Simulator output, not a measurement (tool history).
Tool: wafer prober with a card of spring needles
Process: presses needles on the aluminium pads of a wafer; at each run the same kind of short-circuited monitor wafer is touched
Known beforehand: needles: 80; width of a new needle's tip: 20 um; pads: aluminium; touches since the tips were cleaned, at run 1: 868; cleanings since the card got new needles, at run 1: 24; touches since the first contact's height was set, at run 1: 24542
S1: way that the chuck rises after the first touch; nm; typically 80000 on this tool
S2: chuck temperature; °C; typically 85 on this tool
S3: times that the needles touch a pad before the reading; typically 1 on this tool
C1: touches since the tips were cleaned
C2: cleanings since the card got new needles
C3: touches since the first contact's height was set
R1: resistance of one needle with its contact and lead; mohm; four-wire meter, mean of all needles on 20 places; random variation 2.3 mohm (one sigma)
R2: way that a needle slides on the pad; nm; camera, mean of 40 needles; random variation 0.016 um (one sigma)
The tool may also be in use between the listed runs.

| run | hour | S1 | S2 | S3 | C1 | C2 | C3 | R1 | R2 |
|---|---|---|---|---|---|---|---|---|---|
| 1 | 0 | 80000 | 85 | 1 | 868 | 24 | 24542 | 263 | 18180 |
| 2 | 6.5 | 80000 | 85 | 1 | 4748 | 24 | 28422 | 282 | 18170 |
|  | 11.6 | tips cleaned on abrasive film |
| 3 | 21.2 | 80000 | 85 | 1 | 5785 | 25 | 37206 | 313 | 18170 |
|  | 24.6 | tips cleaned on abrasive film |
| 4 | 32.1 | 80000 | 85 | 1 | 4475 | 26 | 43645 | 287 | 18140 |
|  | 36.9 | tips cleaned on abrasive film |
| 5 | 43.3 | 80000 | 85 | 1 | 3863 | 27 | 50341 | 285 | 18170 |
|  | 49.2 | tips cleaned on abrasive film |
| 6 | 58.7 | 80000 | 85 | 1 | 5675 | 28 | 59467 | 288 | 18150 |
|  | 61.5 | tips cleaned on abrasive film |
|  | 70.7 | tips cleaned on abrasive film, once more |
| 7 | 73.8 | 80000 | 85 | 1 | 1902 | 30 | 68438 | 275 | 18080 |
|  | 83.8 | tips cleaned on abrasive film |
| 8 | 86.6 | 80000 | 85 | 1 | 1639 | 31 | 76015 | 269 | 18090 |
| 9 | 93.5 | 82000 | 31 | 3 | 5761 | 31 | 80137 | 255 | 18560 |
|  | 96.2 | tips cleaned on abrasive film |
| 10 | 105.2 | 89000 | 81 | 1 | 5355 | 32 | 87083 | 278 | 20120 |
|  | 109.2 | tips cleaned on abrasive film |
| 11 | 120 | 66000 | 81 | 1 | 6503 | 33 | 95927 | 310 | 14850 |
|  | 121.5 | tips cleaned on abrasive film |
| 12 | 128.2 | 66000 | 81 | 1 | 4010 | 34 | 100765 | 292 | 14840 |
|  | 134.5 | tips cleaned on abrasive film |
| 13 | 140.8 | 90000 | 81 | 1 | 3744 | 35 | 108248 | 275 | 20320 |

5 options for the next run, each taken on its own from the tool as it stands now. Forecast them:
|  | 147.7 | tips cleaned on abrasive film |
| A | 150.4 | 89000 | 99 | 3 | 1652 | 36 | 113975 | ? | ? |
|  | 147.7 | tips cleaned on abrasive film |
| B | 150.4 | 63000 | 90 | 1 | 1652 | 36 | 113975 | ? | ? |
|  | 147.7 | tips cleaned on abrasive film |
| C | 150.4 | 64000 | 81 | 1 | 1652 | 36 | 113975 | ? | ? |
|  | 147.7 | tips cleaned on abrasive film |
| D | 150.4 | 82000 | 63 | 2 | 1652 | 36 | 113975 | ? | ? |
|  | 147.7 | tips cleaned on abrasive film |
| E | 150.4 | 69000 | 85 | 1 | 1652 | 36 | 113975 | ? | ? |

| run | R1 | R2 |
|---|---|---|
| A | 261 | 20070 |
| B | 286 | 14150 |
| C | 279 | 14370 |
| D | 261 | 18490 |
| E | 283 | 15500 |
Had the tool no hidden state, the same runs would have come out as:
| run | R1 | R2 |
|---|---|---|
| A | 255 | 20270 |
| B | 261 | 14340 |
| C | 255 | 14570 |
| D | 251 | 18690 |
| E | 261 | 15700 |

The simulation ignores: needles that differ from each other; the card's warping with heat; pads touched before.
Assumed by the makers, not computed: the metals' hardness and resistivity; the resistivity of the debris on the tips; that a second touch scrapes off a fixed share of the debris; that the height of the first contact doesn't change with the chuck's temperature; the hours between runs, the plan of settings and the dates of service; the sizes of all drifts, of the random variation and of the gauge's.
